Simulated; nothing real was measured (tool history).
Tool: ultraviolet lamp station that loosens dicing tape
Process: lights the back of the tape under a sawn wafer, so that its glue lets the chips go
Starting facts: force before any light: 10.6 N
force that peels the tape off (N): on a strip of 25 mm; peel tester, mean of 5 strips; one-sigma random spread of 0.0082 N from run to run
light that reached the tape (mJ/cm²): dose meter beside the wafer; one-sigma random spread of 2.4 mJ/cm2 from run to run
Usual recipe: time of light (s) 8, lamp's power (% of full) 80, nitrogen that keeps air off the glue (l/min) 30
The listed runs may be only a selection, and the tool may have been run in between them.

| run | hour | time of light (s) | lamp's power (% of full) | nitrogen that keeps air off the glue (l/min) | force that peels the tape off (N) | light that reached the tape (mJ/cm²) |
|---|---|---|---|---|---|---|
| 1 | 0 | 8 | 80 | 30 | 0.371 | 258 |
| 2 | 11.5 | 8 | 73 | 30 | 0.482 | 238 |
| 3 | 32.1 | 8 | 81 | 30 | 0.362 | 255 |
| 4 | 51.4 | 8 | 69 | 30 | 0.564 | 219 |
| 5 | 69.8 | 8 | 74 | 30 | 0.457 | 231 |
| 6 | 88.4 | 8 | 80 | 39 | 0.34 | 253 |
| 7 | 107.2 | 8 | 80 | 39 | 0.321 | 248 |
| 8 | 133.3 | 8 | 80 | 30 | 0.414 | 246 |
| 9 | 160.1 | 8 | 80 | 30 | 0.446 | 242 |
| 10 | 184.2 | 14 | 80 | 30 | 0.139 | 418 |
| 11 | 201.5 | 14 | 80 | 30 | 0.151 | 415 |
| 12 | 217.9 | 8 | 80 | 30 | 0.479 | 236 |
| 13 | 242.3 | 8 | 80 | 30 | 0.494 | 234 |
| 14 | 269.2 | 8 | 80 | 30 | 0.487 | 232 |
| 15 | 295.9 | 8 | 80 | 30 | 0.517 | 226 |
| 16 | 322.9 | 8 | 80 | 30 | 0.558 | 224 |
| 17 | 345.3 | 8 | 80 | 53 | 0.383 | 220 |
|  | 357.2 | window cleaned of glue's vapour |
| 18 | 363.8 | 13 | 80 | 30 | 0.143 | 415 |
| 19 | 376.9 | 13 | 80 | 30 | 0.136 | 412 |
| 20 | 400.6 | 5 | 63 | 40 | 1.698 | 123 |
| 21 | 418.8 | 5 | 63 | 40 | 1.663 | 123 |
| 22 | 439.4 | 5 | 63 | 40 | 1.733 | 123 |
| 23 | 463.2 | 5 | 63 | 40 | 1.729 | 117 |
| 24 | 479.1 | 5 | 99 | 26 | 0.932 | 184 |
| 25 | 496.3 | 8 | 72 | 52 | 0.415 | 216 |
| 26 | 518.3 | 7 | 89 | 17 | 0.773 | 233 |
| 27 | 538.1 | 8 | 83 | 30 | 0.443 | 243 |
| 28 | 551.8 | 8 | 83 | 30 | 0.451 | 244 |
| 29 | 571.8 | 9 | 76 | 12 | 0.867 | 248 |
| 30 | 586.6 | 9 | 76 | 12 | 0.843 | 243 |
| 31 | 602.1 | 9 | 76 | 12 | 0.882 | 243 |
| 32 | 628.9 | 9 | 77 | 17 | 0.683 | 246 |
| 33 | 640.6 | 9 | 80 | 30 | 0.39 | 251 |
| 34 | 660.4 | 9 | 80 | 30 | 0.41 | 250 |

Measured less the same run without the tool's hidden state. The same run-to-run variation is in both; the gauge's scatter may not be:
Hidden state at play: lamp's light, % of a new lamp's; light that the window lets through, % of a clean one's; drift of the gauge itself on peel_n, %; drift of the gauge itself on dose_mj_cm2, %.
| run | force that peels the tape off (N) | light that reached the tape (mJ/cm²) |
|---|---|---|
| 1 | +0.04 | -12 |
| 2 | +0.059 | -12 |
| 3 | +0.052 | -16 |
| 4 | +0.089 | -15 |
| 5 | +0.081 | -18 |
| 6 | +0.065 | -22 |
| 7 | +0.07 | -24 |
| 8 | +0.098 | -27 |
| 9 | +0.117 | -30 |
| 10 | +0.014 | -56 |
| 11 | +0.017 | -60 |
| 12 | +0.149 | -37 |
| 13 | +0.162 | -38 |
| 14 | +0.172 | -42 |
| 15 | +0.191 | -45 |
| 16 | +0.218 | -48 |
| 17 | +0.154 | -51 |
| 18 | +0.009 | -29 |
| 19 | +0.01 | -31 |
| 20 | +0.24 | -10 |
| 21 | +0.257 | -11 |
| 22 | +0.29 | -13 |
| 23 | +0.319 | -14 |
| 24 | +0.222 | -24 |
| 25 | +0.116 | -29 |
| 26 | +0.22 | -34 |
| 27 | +0.137 | -38 |
| 28 | +0.147 | -40 |
| 29 | +0.279 | -43 |
| 30 | +0.278 | -45 |
| 31 | +0.303 | -46 |
| 32 | +0.258 | -50 |
| 33 | +0.151 | -54 |
| 34 | +0.164 | -56 |
